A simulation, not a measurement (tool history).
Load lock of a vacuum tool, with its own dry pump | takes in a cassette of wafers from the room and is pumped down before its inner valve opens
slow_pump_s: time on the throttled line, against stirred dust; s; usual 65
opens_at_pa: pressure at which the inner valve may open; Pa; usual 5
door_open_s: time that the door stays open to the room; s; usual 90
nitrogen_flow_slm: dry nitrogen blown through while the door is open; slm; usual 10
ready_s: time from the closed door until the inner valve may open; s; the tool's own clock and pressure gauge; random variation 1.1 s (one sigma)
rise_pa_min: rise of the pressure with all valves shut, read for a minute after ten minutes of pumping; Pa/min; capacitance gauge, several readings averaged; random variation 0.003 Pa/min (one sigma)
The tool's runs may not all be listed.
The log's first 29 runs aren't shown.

| run | day | slow_pump_s | opens_at_pa | door_open_s | nitrogen_flow_slm | incoming humidity of the room's air, % | ready_s | rise_pa_min |
|---|---|---|---|---|---|---|---|---|
| 30 | 354.412 | 95 | 8 | 47 | 12 | 43.8 | 188.3 | 0.164 |
| 31 | 368.658 | 95 | 8 | 47 | 12 | 43.8 | 186.6 | 0.182 |
| 32 | 383.550 | 95 | 8 | 47 | 12 | 45.6 | 189.9 | 0.197 |
| 33 | 398.938 | 65 | 4 | 99 | 10 | 42.8 | 176.8 | 0.231 |
| 34 | 411.600 | 65 | 4 | 211 | 10 | 44.6 | 179.2 | 0.270 |
| 35 | 428.758 | 65 | 4 | 83 | 10 | 46.0 | 179.6 | 0.258 |
| 36 | 446.508 | 39 | 8 | 39 | 10 | 45.2 | 151.4 | 0.271 |
| 37 | 464.892 | 39 | 7 | 39 | 5 | 47.1 | 153.4 | 0.297 |
| 38 | 475.862 | 62 | 5 | 58 | 6 | 43.8 | 173.7 | 0.318 |

Forecast each of these 3 alternatives for the next run:
| A | 488.142 | 47 | 5 | 58 | 6 | 41.7 | ? | ? |
| B | 488.142 | 54 | 6 | 58 | 6 | 46.6 | ? | ? |
| C | 488.142 | 97 | 4 | 90 | 25 | 44.9 | ? | ? |

| run | ready_s | rise_pa_min |
|---|---|---|
| A | 163.9 | 0.335 |
| B | 165.9 | 0.339 |
| C | 204.7 | 0.320 |
Without the tool's hidden state the same runs would have given:
| run | ready_s | rise_pa_min |
|---|---|---|
| A | 156.9 | 0.040 |
| B | 158.9 | 0.039 |
| C | 198.0 | 0.025 |

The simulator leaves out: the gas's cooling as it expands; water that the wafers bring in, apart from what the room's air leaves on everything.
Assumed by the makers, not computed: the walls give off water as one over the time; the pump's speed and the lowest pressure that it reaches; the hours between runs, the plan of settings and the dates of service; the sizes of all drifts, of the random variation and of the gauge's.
